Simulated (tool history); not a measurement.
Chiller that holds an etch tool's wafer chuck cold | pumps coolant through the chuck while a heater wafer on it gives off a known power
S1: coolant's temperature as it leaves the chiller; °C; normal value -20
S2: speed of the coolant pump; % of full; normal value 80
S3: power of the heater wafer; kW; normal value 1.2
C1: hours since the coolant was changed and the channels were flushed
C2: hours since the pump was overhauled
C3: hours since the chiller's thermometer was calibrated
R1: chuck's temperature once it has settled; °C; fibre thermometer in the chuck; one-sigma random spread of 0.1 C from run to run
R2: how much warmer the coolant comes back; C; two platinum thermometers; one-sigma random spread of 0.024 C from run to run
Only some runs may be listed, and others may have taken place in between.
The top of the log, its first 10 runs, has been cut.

{"run": 11, "hour": 908.3, "S1": -18, "S2": 80, "S3": 1.2, "C1": 8016, "C2": 6264, "C3": 2524, "R1": -4.2, "R2": 3.28}
{"run": 12, "hour": 1009.4, "S1": -20, "S2": 80, "S3": 1.2, "C1": 8117, "C2": 6365, "C3": 2625, "R1": -6.3, "R2": 3.29}
{"run": 13, "hour": 1117.0, "S1": -11, "S2": 80, "S3": 1.2, "C1": 8224, "C2": 6472, "C3": 2732, "R1": 2.8, "R2": 3.27}
{"run": 14, "hour": 1190.0, "S1": -11, "S2": 80, "S3": 1.2, "C1": 8297, "C2": 6545, "C3": 2805, "R1": 2.8, "R2": 3.3}
{"run": 15, "hour": 1261.0, "S1": -11, "S2": 80, "S3": 1.2, "C1": 8368, "C2": 6616, "C3": 2876, "R1": 2.6, "R2": 3.26}
{"run": 16, "hour": 1367.4, "S1": -11, "S2": 80, "S3": 1.2, "C1": 8475, "C2": 6723, "C3": 2983, "R1": 2.9, "R2": 3.24}
{"run": 17, "hour": 1427.3, "S1": -20, "S2": 81, "S3": 1.028, "C1": 8535, "C2": 6783, "C3": 3043, "R1": -8.3, "R2": 2.74}
{"run": 18, "hour": 1528.7, "S1": -20, "S2": 76, "S3": 1.2, "C1": 8636, "C2": 6884, "C3": 3144, "R1": -5.5, "R2": 3.51}
{"run": 19, "hour": 1634.8, "S1": -28, "S2": 61, "S3": 1.2, "C1": 8742, "C2": 6990, "C3": 3250, "R1": -10.2, "R2": 4.43}
{"run": 20, "hour": 1708.8, "S1": -18, "S2": 74, "S3": 1.083, "C1": 8816, "C2": 7064, "C3": 3324, "R1": -4.6, "R2": 3.16}
{"run": 21, "hour": 1818.6, "S1": -13, "S2": 79, "S3": 1.067, "C1": 8926, "C2": 7174, "C3": 3434, "R1": -0.8, "R2": 2.85}
{"run": 22, "hour": 1905.1, "S1": -27, "S2": 79, "S3": 1.067, "C1": 9012, "C2": 7261, "C3": 3521, "R1": -14.5, "R2": 2.87}
{"run": 23, "hour": 2030.8, "S1": -27, "S2": 79, "S3": 1.067, "C1": 9138, "C2": 7386, "C3": 3646, "R1": -14.6, "R2": 2.85}
{"run": 24, "hour": 2129.6, "S1": -12, "S2": 100, "S3": 1.369, "C1": 9237, "C2": 7485, "C3": 3745, "R1": 0.7, "R2": 2.76}
{"run": 25, "hour": 2233.4, "S1": -20, "S2": 80, "S3": 0.854, "C1": 9341, "C2": 7589, "C3": 3849, "R1": -10.2, "R2": 2.13}
{"run": 26, "hour": 2288.4, "S1": -19, "S2": 69, "S3": 0.854, "C1": 9396, "C2": 7644, "C3": 3904, "R1": -7.9, "R2": 2.61}
{"run": 27, "hour": 2396.3, "S1": -19, "S2": 69, "S3": 0.854, "C1": 9504, "C2": 7752, "C3": 4012, "R1": -7.7, "R2": 2.59}
{"run": 28, "hour": 2455.5, "S1": -19, "S2": 69, "S3": 0.854, "C1": 9563, "C2": 7811, "C3": 4071, "R1": -7.9, "R2": 2.59}
{"run": 29, "hour": 2556.0, "S1": -19, "S2": 80, "S3": 1.2, "C1": 9663, "C2": 7912, "C3": 4172, "R1": -5.2, "R2": 3.11}
{"run": 30, "hour": 2663.7, "S1": -19, "S2": 80, "S3": 1.2, "C1": 9771, "C2": 8019, "C3": 4279, "R1": -5, "R2": 3.09}
{"hour": 2732.0, "done": "coolant changed, channels flushed"}
{"run": 31, "hour": 2751.0, "S1": -11, "S2": 75, "S3": 1.2, "C1": 19, "C2": 8101, "C3": 4361, "R1": 3.8, "R2": 3.38}
{"run": 32, "hour": 2866.7, "S1": -11, "S2": 75, "S3": 1.2, "C1": 135, "C2": 8216, "C3": 4476, "R1": 3.5, "R2": 3.34}

Consider 3 possible next runs. They are alternatives, not a sequence: every one starts from the tool as it was left by run 32. What does each give?
{"run": "A", "hour": 2973.7, "S1": -24, "S2": 75, "S3": 0.902, "C1": 242, "C2": 8323, "C3": 4583, "R1": "?", "R2": "?"}
{"run": "B", "hour": 2973.7, "S1": -23, "S2": 75, "S3": 0.71, "C1": 242, "C2": 8323, "C3": 4583, "R1": "?", "R2": "?"}
{"run": "C", "hour": 2973.7, "S1": -10, "S2": 75, "S3": 1.411, "C1": 242, "C2": 8323, "C3": 4583, "R1": "?", "R2": "?"}

run=A R1=-13.1 R2=2.42
run=B R1=-14.3 R2=1.83
run=C R1=7.2 R2=3.96
Take away the tool's hidden state, keep each run's random variation, and the runs would have read:
run=A R1=-13.1 R2=2.79
run=B R1=-14.3 R2=2.2
run=C R1=7.2 R2=4.32
